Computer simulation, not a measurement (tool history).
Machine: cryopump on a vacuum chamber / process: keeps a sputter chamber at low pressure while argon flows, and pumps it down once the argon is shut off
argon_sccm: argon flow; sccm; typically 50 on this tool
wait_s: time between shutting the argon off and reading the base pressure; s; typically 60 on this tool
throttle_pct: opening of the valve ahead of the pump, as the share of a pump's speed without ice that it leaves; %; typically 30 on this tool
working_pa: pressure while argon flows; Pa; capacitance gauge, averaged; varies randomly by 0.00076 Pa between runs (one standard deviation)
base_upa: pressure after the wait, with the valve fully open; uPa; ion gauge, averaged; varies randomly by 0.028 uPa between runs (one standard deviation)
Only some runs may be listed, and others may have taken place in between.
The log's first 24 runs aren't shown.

Run 25, hour 266.4: usual settings but wait_s 86 s, throttle_pct 16 %. Result: working_pa 0.2684 Pa, base_upa 1.88 uPa.
Run 26, hour 281.0: usual settings but argon_sccm 46 sccm, wait_s 110 s, throttle_pct 27 %. Result: working_pa 0.1474 Pa, base_upa 1.71 uPa.
Run 27, hour 295.7: usual settings but argon_sccm 46 sccm, wait_s 110 s, throttle_pct 27 %. Result: working_pa 0.1467 Pa, base_upa 1.75 uPa.
Run 28, hour 304.9: usual settings but argon_sccm 46 sccm, wait_s 120 s, throttle_pct 27 %. Result: working_pa 0.1457 Pa, base_upa 1.69 uPa.
Run 29, hour 315.9: usual settings but wait_s 53 s, throttle_pct 27 %. Result: working_pa 0.1605 Pa, base_upa 2.47 uPa.
Run 30, hour 326.2: usual settings but wait_s 53 s, throttle_pct 27 %. Result: working_pa 0.1604 Pa, base_upa 2.38 uPa.
Run 31, hour 333.4: usual settings but wait_s 75 s, throttle_pct 37 %. Result: working_pa 0.1190 Pa, base_upa 2.09 uPa.
Run 32, hour 348.6: usual settings but wait_s 75 s, throttle_pct 37 %. Result: working_pa 0.1180 Pa, base_upa 2.08 uPa.
Run 33, hour 358.1: usual settings but argon_sccm 21 sccm, wait_s 75 s, throttle_pct 17 %. Result: working_pa 0.1067 Pa, base_upa 2.10 uPa.
Run 34, hour 365.8: usual settings but throttle_pct 19 %. Result: working_pa 0.2283 Pa, base_upa 2.34 uPa.
Run 35, hour 375.7: usual settings but throttle_pct 19 %. Result: working_pa 0.2280 Pa, base_upa 2.37 uPa.

Below are 3 alternative next runs, each starting from the tool's condition after run 35. Predict each:
Run A, hour 386.7: usual settings but argon_sccm 90 sccm, wait_s 221 s, throttle_pct 19 %. Result: working_pa ?, base_upa ?.
Run B, hour 386.7: usual settings but argon_sccm 43 sccm, wait_s 150 s, throttle_pct 22 %. Result: working_pa ?, base_upa ?.
Run C, hour 386.7: usual settings but argon_sccm 37 sccm, wait_s 220 s, throttle_pct 20 %. Result: working_pa ?, base_upa ?.

run  working_pa  base_upa
  A      0.4081      1.50
  B      0.1685      1.65
  C      0.1597      1.50
Without the tool's hidden state the same runs would have given:
run  working_pa  base_upa
  A      0.4020      0.48
  B      0.1655      0.63
  C      0.1572      0.49
